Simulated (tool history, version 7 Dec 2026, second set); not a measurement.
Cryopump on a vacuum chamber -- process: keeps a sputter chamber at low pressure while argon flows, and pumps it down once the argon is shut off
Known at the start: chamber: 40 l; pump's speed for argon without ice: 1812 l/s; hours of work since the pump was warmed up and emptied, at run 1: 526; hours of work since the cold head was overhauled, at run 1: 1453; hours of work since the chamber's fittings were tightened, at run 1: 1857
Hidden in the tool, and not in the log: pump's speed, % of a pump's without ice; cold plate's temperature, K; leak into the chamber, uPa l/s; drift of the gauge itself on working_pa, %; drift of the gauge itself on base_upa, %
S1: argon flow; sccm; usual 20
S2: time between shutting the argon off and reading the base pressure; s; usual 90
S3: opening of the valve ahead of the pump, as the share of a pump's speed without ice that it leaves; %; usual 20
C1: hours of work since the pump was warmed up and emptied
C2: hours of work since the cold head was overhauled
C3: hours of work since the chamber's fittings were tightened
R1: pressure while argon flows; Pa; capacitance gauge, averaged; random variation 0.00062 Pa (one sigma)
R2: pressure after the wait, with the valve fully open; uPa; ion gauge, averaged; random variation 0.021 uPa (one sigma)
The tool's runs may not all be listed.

run,hour,S1,S2,S3,C1,C2,C3,R1,R2
1,0,20,90,20,526,1453,1857,0.0987,1.64
2,68.3,20,90,20,557,1485,1889,0.0969,1.77
3,148,20,90,20,595,1522,1926,0.0987,1.82
# hour 224.8: leaking fittings of the chamber tightened, without venting
4,231.2,20,90,20,632,1560,3,0.0998,0.43
5,310.9,20,90,20,669,1597,40,0.0993,0.48
6,418.6,20,90,20,719,1647,90,0.0997,0.52
7,478.7,20,151,20,747,1675,118,0.1002,0.49
8,523.2,20,90,37,768,1696,139,0.0587,0.6
9,600.3,20,90,37,804,1732,175,0.0589,0.62
10,676.2,20,90,37,839,1767,210,0.0568,0.67
11,745.9,20,90,37,872,1799,242,0.0593,0.67
12,801.7,18,90,20,898,1825,268,0.0938,0.68
# hour 819: pump warmed up, emptied and cooled again
13,865.7,20,61,20,22,1853,296,0.0935,0.65
14,950.8,20,61,20,61,1892,335,0.0934,0.69
15,1051.5,20,61,20,108,1939,382,0.0944,0.73
16,1104.4,20,61,20,133,1964,407,0.0953,0.76
17,1162,20,90,20,160,1991,434,0.0937,0.69
18,1226.1,31,78,43,189,2021,464,0.0701,0.7
19,1303.8,10,249,27,226,2057,500,0.0359,0.57
20,1364.5,13,90,20,254,2085,528,0.0616,0.72
21,1464.4,11,250,20,300,2131,574,0.053,0.67
22,1512.9,15,36,35,323,2154,597,0.0427,1.13
23,1558.3,20,23,35,344,2175,618,0.0561,1.37
24,1611.9,20,24,31,369,2200,643,0.0629,1.34
25,1708.7,20,24,31,414,2245,688,0.0638,1.42
26,1773.6,10,97,44,444,2275,718,0.0223,0.89
27,1873,10,97,44,490,2322,765,0.023,0.95
28,1979.7,10,97,44,540,2371,814,0.023,0.96
29,2035.9,10,97,44,566,2397,840,0.024,1.04
30,2138.4,10,97,44,614,2445,888,0.0246,1.07
31,2242.4,20,28,37,662,2493,936,0.0566,1.57
32,2316.1,20,21,46,697,2528,971,0.048,1.79
33,2364.3,20,21,46,719,2550,993,0.0479,1.88

Some steps in R1 between neighbouring runs. How much of each would the tool show without its hidden state too (settings, what came in, random variation), and how much is left for the hidden state, with any gauge scatter that isn't in both results?
Run 7 -> 8: S2 151 -> 90, S3 20 -> 37. R1 -0.0415 Pa: hidden state +0.0003, all else -0.0418.
Run 11 -> 12: S1 20 -> 18, S3 37 -> 20. R1 +0.0345 Pa: hidden state -0.0004, all else +0.0349.
Run 12 -> 13: S1 18 -> 20, S2 90 -> 61, pump warmed up, emptied and cooled again. R1 -0.0003 Pa: hidden state -0.0079, all else +0.0076.
Run 18 -> 19: S1 31 -> 10, S2 78 -> 249, S3 43 -> 27. R1 -0.0342 Pa: hidden state -0.0018, all else -0.0324.
Run 25 -> 26: S1 20 -> 10, S2 24 -> 97, S3 31 -> 44. R1 -0.0415 Pa: hidden state -0.0018, all else -0.0397.
Run 30 -> 31: S1 10 -> 20, S2 97 -> 28, S3 44 -> 37. R1 +0.032 Pa: hidden state +0.0034, all else +0.0286.
